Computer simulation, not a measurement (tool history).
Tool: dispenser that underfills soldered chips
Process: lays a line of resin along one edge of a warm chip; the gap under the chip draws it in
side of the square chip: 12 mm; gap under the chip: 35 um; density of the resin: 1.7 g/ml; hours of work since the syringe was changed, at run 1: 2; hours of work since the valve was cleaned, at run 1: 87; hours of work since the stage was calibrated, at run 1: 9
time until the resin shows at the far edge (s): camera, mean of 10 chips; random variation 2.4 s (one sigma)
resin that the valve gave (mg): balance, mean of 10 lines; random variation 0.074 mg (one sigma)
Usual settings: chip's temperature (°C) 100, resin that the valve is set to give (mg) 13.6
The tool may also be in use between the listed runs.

| run | hour | chip's temperature (°C) | resin that the valve is set to give (mg) | hours of work since the syringe was changed | hours of work since the valve was cleaned | hours of work since the stage was calibrated | time until the resin shows at the far edge (s) | resin that the valve gave (mg) |
|---|---|---|---|---|---|---|---|---|
| 1 | 0 | 100 | 13.6 | 2 | 87 | 9 | 288.6 | 13.05 |
| 2 | 4.1 | 100 | 13.6 | 5 | 90 | 11 | 345.7 | 13.08 |
| 3 | 11.1 | 100 | 13.6 | 9 | 94 | 15 | 486.2 | 13.11 |
|  | 16 | new syringe of resin |
| 4 | 16 | 100 | 13.6 | 0 | 97 | 18 | 239.9 | 13.02 |
|  | 18.9 | dispensing valve cleaned and set on the balance |
| 5 | 23.5 | 100 | 13.6 | 4 | 3 | 22 | 329.5 | 13.41 |
| 6 | 30.4 | 100 | 13.6 | 8 | 7 | 26 | 454.7 | 13.54 |
| 7 | 33.7 | 100 | 13.6 | 10 | 9 | 28 | 517 | 13.42 |
|  | 37.2 | new syringe of resin |
| 8 | 40.3 | 100 | 13.6 | 2 | 13 | 32 | 278.4 | 13.54 |
| 9 | 47.6 | 100 | 13.6 | 6 | 17 | 36 | 396.4 | 13.31 |
| 10 | 53.7 | 100 | 13.6 | 10 | 21 | 40 | 519.4 | 13.41 |
|  | 57.3 | new syringe of resin |
| 11 | 59.3 | 100 | 13.6 | 1 | 24 | 43 | 264.6 | 13.46 |
| 12 | 64.7 | 100 | 13.6 | 4 | 27 | 47 | 339.9 | 13.4 |
| 13 | 71 | 100 | 13.6 | 8 | 31 | 50 | 459.1 | 13.43 |
| 14 | 76.8 | 100 | 13.6 | 12 | 35 | 54 | 597 | 13.23 |
|  | 77.7 | new syringe of resin |
| 15 | 81.7 | 100 | 13.6 | 2 | 37 | 57 | 289.7 | 13.4 |
| 16 | 85.9 | 100 | 13.6 | 5 | 40 | 59 | 351.1 | 13.47 |
| 17 | 92 | 112 | 13.6 | 9 | 44 | 63 | 328.7 | 13.31 |
|  | 97.7 | new syringe of resin |
| 18 | 97.8 | 112 | 13.6 | 0 | 47 | 66 | 166.9 | 13.29 |
| 19 | 105 | 99 | 13.6 | 4 | 51 | 70 | 354.5 | 13.3 |
| 20 | 111.1 | 99 | 13.6 | 8 | 55 | 74 | 470.4 | 13.17 |
| 21 | 116.5 | 110 | 14.5 | 11 | 58 | 77 | 425.5 | 14.06 |
|  | 117.9 | new syringe of resin |
| 22 | 120.6 | 110 | 14.5 | 2 | 61 | 80 | 199.2 | 14.1 |
| 23 | 127.2 | 108 | 15.3 | 6 | 65 | 84 | 286 | 14.9 |
| 24 | 132.6 | 106 | 14.2 | 9 | 68 | 87 | 396.9 | 13.79 |
| 25 | 137 | 115 | 14.9 | 12 | 70 | 90 | 376.8 | 14.42 |
|  | 138.4 | new syringe of resin |
| 26 | 143.6 | 89 | 16.2 | 3 | 74 | 93 | 423.6 | 15.55 |
| 27 | 147.5 | 102 | 15.3 | 6 | 77 | 96 | 344.2 | 14.72 |
| 28 | 153.7 | 97 | 13.1 | 9 | 80 | 100 | 552.7 | 12.55 |
|  | 158.9 | new syringe of resin |
| 29 | 160.4 | 97 | 13.1 | 1 | 84 | 103 | 289 | 12.56 |
| 30 | 164 | 106 | 16.9 | 3 | 86 | 106 | 252.3 | 16.13 |
| 31 | 171.3 | 106 | 16.9 | 7 | 91 | 110 | 356.5 | 16.17 |
| 32 | 177.4 | 91 | 11.8 | 11 | 95 | 114 | 797.6 | 11.35 |
|  | 179.1 | new syringe of resin |
| 33 | 181.6 | 98 | 12.2 | 1 | 97 | 116 | 296.1 | 11.72 |
|  | 184.7 | dispensing valve cleaned and set on the balance |
| 34 | 188.4 | 112 | 12.7 | 5 | 2 | 120 | 249.9 | 12.78 |
| 35 | 194.9 | 112 | 11.9 | 9 | 6 | 123 | 342.2 | 11.93 |

5 ways to go on from here, each from the tool as it stands after run 35. What would each give?
|  | 200.4 | new syringe of resin |
| A | 202.1 | 112 | 16 | 1 | 10 | 128 | ? | ? |
|  | 200.4 | new syringe of resin |
| B | 202.1 | 108 | 14.8 | 1 | 10 | 128 | ? | ? |
|  | 200.4 | new syringe of resin |
| C | 202.1 | 100 | 11.9 | 1 | 10 | 128 | ? | ? |
|  | 200.4 | new syringe of resin |
| D | 202.1 | 90 | 13.6 | 1 | 10 | 128 | ? | ? |
|  | 200.4 | new syringe of resin |
| E | 202.1 | 100 | 11.9 | 1 | 10 | 128 | ? | ? |

| run | time until the resin shows at the far edge (s) | resin that the valve gave (mg) |
|---|---|---|
| A | 181.3 | 16.14 |
| B | 203.6 | 14.74 |
| C | 270.3 | 11.93 |
| D | 363.3 | 13.56 |
| E | 269.8 | 11.78 |
Without the tool's hidden state the same runs would have given:
| run | time until the resin shows at the far edge (s) | resin that the valve gave (mg) |
|---|---|---|
| A | 165 | 16.19 |
| B | 185.2 | 14.78 |
| C | 245.9 | 11.97 |
| D | 330.6 | 13.6 |
| E | 245.4 | 11.81 |

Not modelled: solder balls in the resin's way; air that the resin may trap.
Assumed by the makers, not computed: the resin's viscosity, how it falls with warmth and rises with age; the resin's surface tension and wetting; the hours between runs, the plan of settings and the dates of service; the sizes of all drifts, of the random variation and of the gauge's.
